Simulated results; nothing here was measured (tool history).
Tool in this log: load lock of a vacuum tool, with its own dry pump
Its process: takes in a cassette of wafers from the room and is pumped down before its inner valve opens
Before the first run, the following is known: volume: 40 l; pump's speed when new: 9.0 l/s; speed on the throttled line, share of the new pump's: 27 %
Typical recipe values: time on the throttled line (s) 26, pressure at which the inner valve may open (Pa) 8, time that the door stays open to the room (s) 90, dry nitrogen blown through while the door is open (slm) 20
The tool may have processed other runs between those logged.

run      day  time on the throttled line (s)  pressure at which the inner valve may open (Pa)  time that the door stays open to the room (s)  dry nitrogen blown through while the door is open (slm)  incoming humidity of the room's air, %  time from the closed door until the inner valve may open (s)  rise of the pressure with all valves shut (Pa/min)
  1        0                              26                                                8                                             90                                                       20                                    43.5                                                          66.2                                               0.057
  2    3.383                              26                                                8                                             90                                                       20                                    44.9                                                          65.2                                               0.057
  3    7.608                              26                                                6                                             90                                                       20                                    47.9                                                          67.1                                               0.056
  4   11.871                              26                                                6                                             90                                                       13                                    43.6                                                            67                                                0.07
  5   15.792                              26                                                6                                             90                                                       13                                    47.8                                                          67.3                                               0.067
  6   22.325                              26                                                6                                             90                                                       13                                    41.9                                                          67.6                                               0.067
  7   29.083                              26                                                6                                             90                                                       13                                      45                                                          67.2                                               0.065
  8   35.117                              26                                                6                                             90                                                       13                                    45.1                                                          67.2                                               0.069
  9   40.808                              26                                               12                                             90                                                       20                                    46.7                                                          63.4                                               0.062
 10   47.333                              26                                                8                                             90                                                        9                                    45.1                                                          65.6                                               0.081
 11   52.242                              26                                                8                                             90                                                        9                                    45.6                                                          65.6                                               0.074
 12   57.746                              26                                                7                                             90                                                       20                                    43.7                                                          66.6                                               0.064
 13   61.321                              26                                                7                                             90                                                       20                                    43.7                                                          66.5                                               0.062
 14   67.358                              26                                                7                                             90                                                       20                                    44.1                                                          67.1                                               0.062
 15   70.683                              26                                                8                                             90                                                       20                                    48.5                                                            66                                               0.066
 16   73.912                              42                                                8                                             90                                                       30                                    44.2                                                          77.4                                                0.06
 17   78.696                              26                                               16                                             77                                                       20                                    46.5                                                          62.6                                                0.07
 18   84.158                              26                                                8                                            133                                                       20                                    43.6                                                          65.9                                               0.073
 19   90.742                              36                                                8                                             90                                                       20                                    45.3                                                          73.2                                               0.068
 20   94.679                              47                                               11                                             65                                                        5                                    44.5                                                            79                                               0.081
 21   99.767                              47                                               11                                             65                                                        5                                      42                                                          78.4                                               0.088
 22      106                              28                                                8                                             90                                                       20                                    45.7                                                          68.2                                               0.075
 23  110.342                              28                                                8                                             90                                                       20                                    45.8                                                          67.4                                               0.076
 24  116.708                              28                                                8                                             90                                                       20                                      46                                                          67.4                                               0.073
 25  123.442                              28                                                8                                             90                                                       20                                    45.3                                                          67.4                                               0.073
 26  127.192                              26                                                8                                             90                                                        4                                    43.7                                                          66.4                                               0.102
 27  131.183                              24                                                8                                             90                                                        4                                    42.1                                                          64.8                                               0.095
 28  134.525                              26                                               14                                            110                                                       20                                    40.7                                                          63.7                                               0.081
     141.496  -- dry pump taken out, an overhauled one fitted
 29  141.496                              26                                                8                                             31                                                       18                                    42.1                                                            62                                               0.066
 30    147.1                              26                                                8                                             31                                                       18                                    47.6                                                          62.1                                               0.072

Alternative continuations, all from the tool just after run 30; predict every row:
  A  152.467                              26                                               10                                             31                                                        9                                    46.8                                                             ?                                                   ?
  B  152.467                              33                                                8                                             58                                                       18                                    47.7                                                             ?                                                   ?
  C  152.467                              30                                                6                                             31                                                        7                                    43.8                                                             ?                                                   ?
  D  152.467                              22                                                8                                             90                                                       20                                    47.6                                                             ?                                                   ?
  E  152.467                              23                                                6                                            182                                                       18                                    48.1                                                             ?                                                   ?

run  time from the closed door until the inner valve may open (s)  rise of the pressure with all valves shut (Pa/min)
  A                                                          60.5                                               0.071
  B                                                            67                                               0.072
  C                                                          66.3                                               0.083
  D                                                            59                                               0.083
  E                                                          61.4                                                 0.1
Stripped of hidden state, with their random variation kept, the same runs would have yielded:
run  time from the closed door until the inner valve may open (s)  rise of the pressure with all valves shut (Pa/min)
  A                                                          60.2                                               0.027
  B                                                          66.6                                               0.028
  C                                                            66                                               0.039
  D                                                          58.6                                               0.039
  E                                                            61                                               0.056

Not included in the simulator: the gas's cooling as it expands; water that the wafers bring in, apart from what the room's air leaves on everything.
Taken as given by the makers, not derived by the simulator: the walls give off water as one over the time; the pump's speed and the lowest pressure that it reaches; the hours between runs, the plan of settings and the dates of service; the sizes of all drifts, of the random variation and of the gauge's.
